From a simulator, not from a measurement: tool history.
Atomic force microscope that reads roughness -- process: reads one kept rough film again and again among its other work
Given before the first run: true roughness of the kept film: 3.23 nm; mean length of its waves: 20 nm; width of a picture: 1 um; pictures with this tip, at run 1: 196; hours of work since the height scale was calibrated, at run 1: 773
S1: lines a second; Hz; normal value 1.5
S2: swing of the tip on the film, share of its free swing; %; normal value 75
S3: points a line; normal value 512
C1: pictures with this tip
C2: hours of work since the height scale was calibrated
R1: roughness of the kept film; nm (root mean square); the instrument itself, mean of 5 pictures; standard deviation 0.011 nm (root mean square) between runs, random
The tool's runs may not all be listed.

run 1 hour=0 | S1=1.5 S2=75 S3=512 | C1=196 C2=773 | R1=1.974
run 2 hour=47.1 | S1=1.5 S2=75 S3=512 | C1=241 C2=795 | R1=1.886
run 3 hour=89.4 | S1=1.5 S2=75 S3=512 | C1=282 C2=815 | R1=1.797
run 4 hour=118.6 | S1=1.5 S2=75 S3=731 | C1=310 C2=829 | R1=1.775
run 5 hour=156.7 | S1=1.5 S2=75 S3=731 | C1=346 C2=847 | R1=1.721
-- hour=175.6 new tip fitted
run 6 hour=186.6 | S1=1.5 S2=75 S3=731 | C1=11 C2=861 | R1=2.505
run 7 hour=219 | S1=1.5 S2=75 S3=731 | C1=42 C2=876 | R1=2.403
run 8 hour=275.9 | S1=1.5 S2=75 S3=663 | C1=96 C2=903 | R1=2.272
-- hour=279.8 height scale calibrated on a step standard
run 9 hour=310.4 | S1=2.59 S2=75 S3=663 | C1=128 C2=15 | R1=2.15
run 10 hour=354.3 | S1=2.59 S2=75 S3=663 | C1=170 C2=35 | R1=2.045
run 11 hour=401.7 | S1=2.69 S2=62 S3=275 | C1=215 C2=58 | R1=1.958
run 12 hour=445.5 | S1=0.74 S2=56 S3=452 | C1=257 C2=79 | R1=1.955
run 13 hour=476.7 | S1=0.74 S2=56 S3=452 | C1=287 C2=93 | R1=1.895
run 14 hour=515.7 | S1=0.74 S2=56 S3=452 | C1=324 C2=112 | R1=1.808
run 15 hour=546.6 | S1=1.32 S2=75 S3=424 | C1=354 C2=127 | R1=1.708

Forecast each of these 4 alternatives for the next run:
-- hour=555.9 new tip fitted
-- hour=598.2 height scale calibrated on a step standard, once more
run A hour=598.2 | S1=1.35 S2=75 S3=621 | C1=40 C2=0 | R1=?
-- hour=555.9 new tip fitted
-- hour=598.2 height scale calibrated on a step standard, once more
run B hour=598.2 | S1=1.5 S2=69 S3=950 | C1=40 C2=0 | R1=?
-- hour=555.9 new tip fitted
-- hour=598.2 height scale calibrated on a step standard, once more
run C hour=598.2 | S1=2.25 S2=63 S3=912 | C1=40 C2=0 | R1=?
-- hour=555.9 new tip fitted
-- hour=598.2 height scale calibrated on a step standard, once more
run D hour=598.2 | S1=1.03 S2=66 S3=958 | C1=40 C2=0 | R1=?

run=A R1=2.431
run=B R1=2.459
run=C R1=2.45
run=D R1=2.466
What these runs would have given with no unlogged condition in the tool:
run=A R1=2.561
run=B R1=2.59
run=C R1=2.581
run=D R1=2.598

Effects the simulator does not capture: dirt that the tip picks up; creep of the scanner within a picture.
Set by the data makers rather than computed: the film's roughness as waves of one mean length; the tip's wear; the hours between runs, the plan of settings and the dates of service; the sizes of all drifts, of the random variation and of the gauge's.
